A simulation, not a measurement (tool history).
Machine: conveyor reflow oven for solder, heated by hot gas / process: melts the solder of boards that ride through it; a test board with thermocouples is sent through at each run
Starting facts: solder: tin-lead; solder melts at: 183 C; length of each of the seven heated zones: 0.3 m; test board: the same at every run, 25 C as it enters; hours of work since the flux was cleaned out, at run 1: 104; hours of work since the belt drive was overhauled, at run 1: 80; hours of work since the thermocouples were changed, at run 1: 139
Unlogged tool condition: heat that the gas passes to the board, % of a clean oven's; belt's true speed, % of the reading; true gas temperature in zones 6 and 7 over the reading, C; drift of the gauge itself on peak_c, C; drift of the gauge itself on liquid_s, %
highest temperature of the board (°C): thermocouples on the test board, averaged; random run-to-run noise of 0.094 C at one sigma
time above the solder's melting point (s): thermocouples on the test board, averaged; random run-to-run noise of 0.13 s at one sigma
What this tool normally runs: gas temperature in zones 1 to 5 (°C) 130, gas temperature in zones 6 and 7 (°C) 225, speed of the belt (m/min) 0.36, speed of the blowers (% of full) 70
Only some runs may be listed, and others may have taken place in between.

run   hour  gas temperature in zones 1 to 5 (°C)  gas temperature in zones 6 and 7 (°C)  speed of the belt (m/min)  speed of the blowers (% of full)  hours of work since the flux was cleaned out  hours of work since the belt drive was overhauled  hours of work since the thermocouples were changed  highest temperature of the board (°C)  time above the solder's melting point (s)
  1      0                                   130                                    225                       0.36                                70                                           104                                                 80                                                 139                                 207.21                                       59.4
  2   20.3                                   130                                    225                       0.36                                70                                           113                                                 89                                                 148                                 207.07                                       59.3
  3   39.5                                   130                                    225                       0.36                                70                                           121                                                 97                                                 156                                 207.03                                       59.3
  4   55.9                                   130                                    225                      0.334                                70                                           128                                                104                                                 163                                 209.24                                         68
  5   75.6                                   130                                    225                      0.334                                70                                           136                                                112                                                 171                                 209.34                                       68.2
  6  105.6                                   130                                    225                      0.334                                70                                           149                                                124                                                 184                                 209.44                                       67.9
  7  127.8                                   130                                    225                      0.334                                70                                           158                                                134                                                 193                                 209.36                                         68
  8  147.7                                   130                                    225                      0.334                                70                                           167                                                142                                                 201                                 209.29                                       67.7
  9  169.9                                   130                                    225                      0.334                                70                                           176                                                152                                                 211                                 209.25                                       67.6
 10  190.2                                   130                                    225                       0.36                                70                                           184                                                160                                                 219                                 206.98                                       58.8
 11  204.1                                   130                                    225                      0.351                                70                                           190                                                166                                                 225                                 207.82                                       61.5
 12  222.2                                   130                                    225                      0.351                                70                                           198                                                174                                                 233                                 207.61                                       61.7
 13  252.2                                   130                                    225                      0.351                                70                                           210                                                186                                                 245                                 207.49                                       61.4
 14    285                                   130                                    225                       0.36                                70                                           224                                                200                                                 259                                 206.61                                       58.3
 15  314.9                                   131                                    225                       0.36                                70                                           237                                                213                                                 272                                 206.91                                       58.6
 16  329.9                                   130                                    238                       0.36                                70                                           243                                                219                                                 278                                 217.48                                       71.3
 17  345.6                                   130                                    238                       0.36                                70                                           250                                                225                                                 285                                 217.59                                       71.3
 18  373.7                                   130                                    238                       0.36                                70                                           262                                                237                                                 297                                 217.47                                         71
 19  387.6                                   144                                    218                       0.36                                71                                           267                                                243                                                 302                                 203.72                                       60.9
 20  403.1                                   144                                    218                       0.36                                71                                           274                                                250                                                 309                                 203.57                                       60.5
 21  426.7                                   144                                    218                       0.36                                71                                           284                                                260                                                 319                                 203.46                                       60.8
 22  443.5                                   144                                    218                       0.36                                71                                           291                                                267                                                 326                                 203.45                                       60.7

Run 23, settings as shown, results not yet in. Your forecast:
 23  457.3                                   144                                    218                       0.36                                71                                           297                                                272                                                 332                                      ?                                          ?

{"run 23": {"highest temperature of the board (°C)": 203.53, "time above the solder's melting point (s)": 60.5}}
Take away the tool's hidden state, keep the run-to-run variation as it was, and the same run would have given highest temperature of the board (°C) 204.78, time above the solder's melting point (s) 63.2.
